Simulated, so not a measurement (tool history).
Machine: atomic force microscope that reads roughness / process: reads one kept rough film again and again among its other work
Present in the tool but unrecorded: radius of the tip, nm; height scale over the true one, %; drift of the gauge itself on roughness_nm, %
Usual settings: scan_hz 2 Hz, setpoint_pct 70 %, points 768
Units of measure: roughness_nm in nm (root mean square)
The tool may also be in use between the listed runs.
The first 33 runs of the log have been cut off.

run,hour,scan_hz,setpoint_pct,points,pictures with this tip,hours of work since the height scale was calibrated,roughness_nm
34,575,0.9,78,380,115,804,3.685
35,598.6,0.9,78,380,172,820,3.685
# hour 605.3: new tip fitted
36,619.1,2,76,768,34,834,3.595
37,633.2,2,76,768,67,844,3.576
38,656.1,3.27,76,350,122,859,3.388
39,672.5,3.27,76,350,162,871,3.399
# hour 683.4: new tip fitted
40,689.2,3.08,67,725,13,882,3.623
41,705.9,3.08,67,725,54,894,3.632
42,730.4,3.08,67,725,113,911,3.608
43,748.5,2.21,67,725,156,923,3.693
# hour 762: new tip fitted
44,772.5,2.77,70,768,25,939,3.597
45,785,2.77,70,768,55,948,3.598
46,808.6,2.77,70,768,112,964,3.585
47,822.5,1.04,85,853,145,974,3.621
48,837.7,3.75,83,428,182,985,3.18
# hour 839.3: new tip fitted
49,858.3,0.67,61,351,45,999,3.836

Run 50 has not been measured yet. What should we expect?
50,876.1,0.67,61,351,88,1011,?

roughness_nm: 3.813 nm (root mean square)
The same run, on a tool lacking any hidden state, would have yielded roughness_nm 3.821 nm (root mean square).
